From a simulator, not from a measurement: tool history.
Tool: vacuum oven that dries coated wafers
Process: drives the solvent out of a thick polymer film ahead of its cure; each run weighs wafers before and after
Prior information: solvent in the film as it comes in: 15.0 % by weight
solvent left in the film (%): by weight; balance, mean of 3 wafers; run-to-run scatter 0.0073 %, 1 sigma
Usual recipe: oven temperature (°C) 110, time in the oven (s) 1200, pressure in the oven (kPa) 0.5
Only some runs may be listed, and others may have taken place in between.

{"run": 1, "hour": 0.0, "oven temperature (°C)": 110, "time in the oven (s)": 1200, "pressure in the oven (kPa)": 0.5, "solvent left in the film (%)": 0.596}
{"run": 2, "hour": 19.1, "oven temperature (°C)": 110, "time in the oven (s)": 1200, "pressure in the oven (kPa)": 0.418, "solvent left in the film (%)": 0.599}
{"run": 3, "hour": 34.7, "oven temperature (°C)": 110, "time in the oven (s)": 1200, "pressure in the oven (kPa)": 0.418, "solvent left in the film (%)": 0.583}
{"run": 4, "hour": 66.9, "oven temperature (°C)": 110, "time in the oven (s)": 1200, "pressure in the oven (kPa)": 0.418, "solvent left in the film (%)": 0.595}
{"run": 5, "hour": 99.0, "oven temperature (°C)": 110, "time in the oven (s)": 1200, "pressure in the oven (kPa)": 0.418, "solvent left in the film (%)": 0.593}
{"run": 6, "hour": 120.9, "oven temperature (°C)": 110, "time in the oven (s)": 1200, "pressure in the oven (kPa)": 0.5, "solvent left in the film (%)": 0.605}
{"run": 7, "hour": 144.3, "oven temperature (°C)": 110, "time in the oven (s)": 1200, "pressure in the oven (kPa)": 0.5, "solvent left in the film (%)": 0.62}
{"run": 8, "hour": 166.2, "oven temperature (°C)": 110, "time in the oven (s)": 1200, "pressure in the oven (kPa)": 1.881, "solvent left in the film (%)": 0.918}
{"run": 9, "hour": 197.2, "oven temperature (°C)": 110, "time in the oven (s)": 1200, "pressure in the oven (kPa)": 1.881, "solvent left in the film (%)": 0.922}
{"run": 10, "hour": 222.9, "oven temperature (°C)": 123, "time in the oven (s)": 1200, "pressure in the oven (kPa)": 0.5, "solvent left in the film (%)": 0.101}
{"run": 11, "hour": 236.3, "oven temperature (°C)": 123, "time in the oven (s)": 1200, "pressure in the oven (kPa)": 0.5, "solvent left in the film (%)": 0.089}
{"run": 12, "hour": 265.0, "oven temperature (°C)": 123, "time in the oven (s)": 1200, "pressure in the oven (kPa)": 0.5, "solvent left in the film (%)": 0.11}
{"run": 13, "hour": 289.0, "oven temperature (°C)": 110, "time in the oven (s)": 1200, "pressure in the oven (kPa)": 1.524, "solvent left in the film (%)": 0.845}
{"hour": 312.1, "done": "oven's thermocouples calibrated"}
{"run": 14, "hour": 320.2, "oven temperature (°C)": 110, "time in the oven (s)": 1200, "pressure in the oven (kPa)": 0.5, "solvent left in the film (%)": 0.647}
{"run": 15, "hour": 334.5, "oven temperature (°C)": 110, "time in the oven (s)": 1200, "pressure in the oven (kPa)": 0.5, "solvent left in the film (%)": 0.633}
{"run": 16, "hour": 365.8, "oven temperature (°C)": 110, "time in the oven (s)": 1200, "pressure in the oven (kPa)": 0.5, "solvent left in the film (%)": 0.642}
{"run": 17, "hour": 398.7, "oven temperature (°C)": 110, "time in the oven (s)": 1200, "pressure in the oven (kPa)": 0.5, "solvent left in the film (%)": 0.65}
{"run": 18, "hour": 418.8, "oven temperature (°C)": 110, "time in the oven (s)": 1200, "pressure in the oven (kPa)": 0.5, "solvent left in the film (%)": 0.665}
{"run": 19, "hour": 440.2, "oven temperature (°C)": 110, "time in the oven (s)": 1200, "pressure in the oven (kPa)": 0.5, "solvent left in the film (%)": 0.642}
{"hour": 444.3, "done": "vacuum gauge cleaned of residue and calibrated"}
{"run": 20, "hour": 466.2, "oven temperature (°C)": 110, "time in the oven (s)": 2100, "pressure in the oven (kPa)": 0.5, "solvent left in the film (%)": 0.205}
{"run": 21, "hour": 491.2, "oven temperature (°C)": 110, "time in the oven (s)": 1200, "pressure in the oven (kPa)": 0.633, "solvent left in the film (%)": 0.703}
{"run": 22, "hour": 522.9, "oven temperature (°C)": 123, "time in the oven (s)": 1200, "pressure in the oven (kPa)": 0.633, "solvent left in the film (%)": 0.161}
{"hour": 526.0, "done": "vacuum gauge cleaned of residue and calibrated, once more"}
{"run": 23, "hour": 549.0, "oven temperature (°C)": 123, "time in the oven (s)": 1200, "pressure in the oven (kPa)": 0.633, "solvent left in the film (%)": 0.111}
{"run": 24, "hour": 567.8, "oven temperature (°C)": 115, "time in the oven (s)": 1380, "pressure in the oven (kPa)": 0.488, "solvent left in the film (%)": 0.198}
{"run": 25, "hour": 599.7, "oven temperature (°C)": 115, "time in the oven (s)": 1380, "pressure in the oven (kPa)": 0.488, "solvent left in the film (%)": 0.185}
{"run": 26, "hour": 629.1, "oven temperature (°C)": 110, "time in the oven (s)": 1920, "pressure in the oven (kPa)": 0.5, "solvent left in the film (%)": 0.196}
{"run": 27, "hour": 643.8, "oven temperature (°C)": 110, "time in the oven (s)": 1920, "pressure in the oven (kPa)": 0.5, "solvent left in the film (%)": 0.201}
{"run": 28, "hour": 674.0, "oven temperature (°C)": 110, "time in the oven (s)": 1920, "pressure in the oven (kPa)": 0.5, "solvent left in the film (%)": 0.198}
{"run": 29, "hour": 700.4, "oven temperature (°C)": 96, "time in the oven (s)": 1020, "pressure in the oven (kPa)": 0.585, "solvent left in the film (%)": 3.75}
{"run": 30, "hour": 718.6, "oven temperature (°C)": 96, "time in the oven (s)": 1020, "pressure in the oven (kPa)": 0.585, "solvent left in the film (%)": 3.753}
{"run": 31, "hour": 745.2, "oven temperature (°C)": 96, "time in the oven (s)": 1020, "pressure in the oven (kPa)": 0.585, "solvent left in the film (%)": 3.733}
{"run": 32, "hour": 769.1, "oven temperature (°C)": 96, "time in the oven (s)": 1020, "pressure in the oven (kPa)": 0.585, "solvent left in the film (%)": 3.722}
{"run": 33, "hour": 799.2, "oven temperature (°C)": 105, "time in the oven (s)": 1980, "pressure in the oven (kPa)": 0.289, "solvent left in the film (%)": 0.302}
{"run": 34, "hour": 831.3, "oven temperature (°C)": 110, "time in the oven (s)": 1200, "pressure in the oven (kPa)": 0.814, "solvent left in the film (%)": 0.681}
{"run": 35, "hour": 860.1, "oven temperature (°C)": 115, "time in the oven (s)": 840, "pressure in the oven (kPa)": 0.557, "solvent left in the film (%)": 0.752}
{"run": 36, "hour": 881.0, "oven temperature (°C)": 122, "time in the oven (s)": 1200, "pressure in the oven (kPa)": 0.5, "solvent left in the film (%)": 0.115}
{"run": 37, "hour": 913.1, "oven temperature (°C)": 96, "time in the oven (s)": 1380, "pressure in the oven (kPa)": 0.783, "solvent left in the film (%)": 2.563}
{"run": 38, "hour": 929.5, "oven temperature (°C)": 114, "time in the oven (s)": 2040, "pressure in the oven (kPa)": 0.78, "solvent left in the film (%)": 0.183}
{"run": 39, "hour": 946.8, "oven temperature (°C)": 116, "time in the oven (s)": 1260, "pressure in the oven (kPa)": 1.793, "solvent left in the film (%)": 0.475}
{"run": 40, "hour": 974.3, "oven temperature (°C)": 116, "time in the oven (s)": 1260, "pressure in the oven (kPa)": 0.93, "solvent left in the film (%)": 0.304}
{"run": 41, "hour": 999.2, "oven temperature (°C)": 116, "time in the oven (s)": 1260, "pressure in the oven (kPa)": 0.93, "solvent left in the film (%)": 0.309}
{"run": 42, "hour": 1027.1, "oven temperature (°C)": 115, "time in the oven (s)": 900, "pressure in the oven (kPa)": 0.351, "solvent left in the film (%)": 0.598}
{"run": 43, "hour": 1042.0, "oven temperature (°C)": 110, "time in the oven (s)": 900, "pressure in the oven (kPa)": 0.473, "solvent left in the film (%)": 1.205}
{"run": 44, "hour": 1073.6, "oven temperature (°C)": 106, "time in the oven (s)": 900, "pressure in the oven (kPa)": 1.721, "solvent left in the film (%)": 2.164}
{"run": 45, "hour": 1089.9, "oven temperature (°C)": 106, "time in the oven (s)": 900, "pressure in the oven (kPa)": 1.721, "solvent left in the film (%)": 2.153}
{"run": 46, "hour": 1108.6, "oven temperature (°C)": 114, "time in the oven (s)": 1020, "pressure in the oven (kPa)": 1.862, "solvent left in the film (%)": 0.797}

For each run, the measured value with the value that run would have given without the tool's hidden condition subtracted. The run-to-run variation is shared by both, the gauge scatter possibly not:
What the log doesn't record here: true wafer temperature over the reading, C; true pressure over the reading, kPa; drift of the gauge itself on solvent_pct, %.
run=1 solvent_left_in_the_film_(%)=-0.059
run=2 solvent_left_in_the_film_(%)=-0.059
run=3 solvent_left_in_the_film_(%)=-0.059
run=4 solvent_left_in_the_film_(%)=-0.06
run=5 solvent_left_in_the_film_(%)=-0.059
run=6 solvent_left_in_the_film_(%)=-0.06
run=7 solvent_left_in_the_film_(%)=-0.06
run=8 solvent_left_in_the_film_(%)=-0.068
run=9 solvent_left_in_the_film_(%)=-0.069
run=10 solvent_left_in_the_film_(%)=+0.005
run=11 solvent_left_in_the_film_(%)=+0.005
run=12 solvent_left_in_the_film_(%)=+0.006
run=13 solvent_left_in_the_film_(%)=-0.068
run=14 solvent_left_in_the_film_(%)=-0.014
run=15 solvent_left_in_the_film_(%)=-0.015
run=16 solvent_left_in_the_film_(%)=-0.014
run=17 solvent_left_in_the_film_(%)=-0.015
run=18 solvent_left_in_the_film_(%)=-0.015
run=19 solvent_left_in_the_film_(%)=-0.015
run=20 solvent_left_in_the_film_(%)=+0.04
run=21 solvent_left_in_the_film_(%)=+0.001
run=22 solvent_left_in_the_film_(%)=+0.028
run=23 solvent_left_in_the_film_(%)=-0.005
run=24 solvent_left_in_the_film_(%)=-0.015
run=25 solvent_left_in_the_film_(%)=-0.014
run=26 solvent_left_in_the_film_(%)=-0.01
run=27 solvent_left_in_the_film_(%)=-0.01
run=28 solvent_left_in_the_film_(%)=-0.009
run=29 solvent_left_in_the_film_(%)=-0.152
run=30 solvent_left_in_the_film_(%)=-0.153
run=31 solvent_left_in_the_film_(%)=-0.156
run=32 solvent_left_in_the_film_(%)=-0.157
run=33 solvent_left_in_the_film_(%)=-0.024
run=34 solvent_left_in_the_film_(%)=-0.053
run=35 solvent_left_in_the_film_(%)=-0.063
run=36 solvent_left_in_the_film_(%)=+0.002
run=37 solvent_left_in_the_film_(%)=-0.149
run=38 solvent_left_in_the_film_(%)=+0.007
run=39 solvent_left_in_the_film_(%)=-0.016
run=40 solvent_left_in_the_film_(%)=-0.012
run=41 solvent_left_in_the_film_(%)=-0.012
run=42 solvent_left_in_the_film_(%)=-0.056
run=43 solvent_left_in_the_film_(%)=-0.1
run=44 solvent_left_in_the_film_(%)=-0.142
run=45 solvent_left_in_the_film_(%)=-0.143
run=46 solvent_left_in_the_film_(%)=-0.053
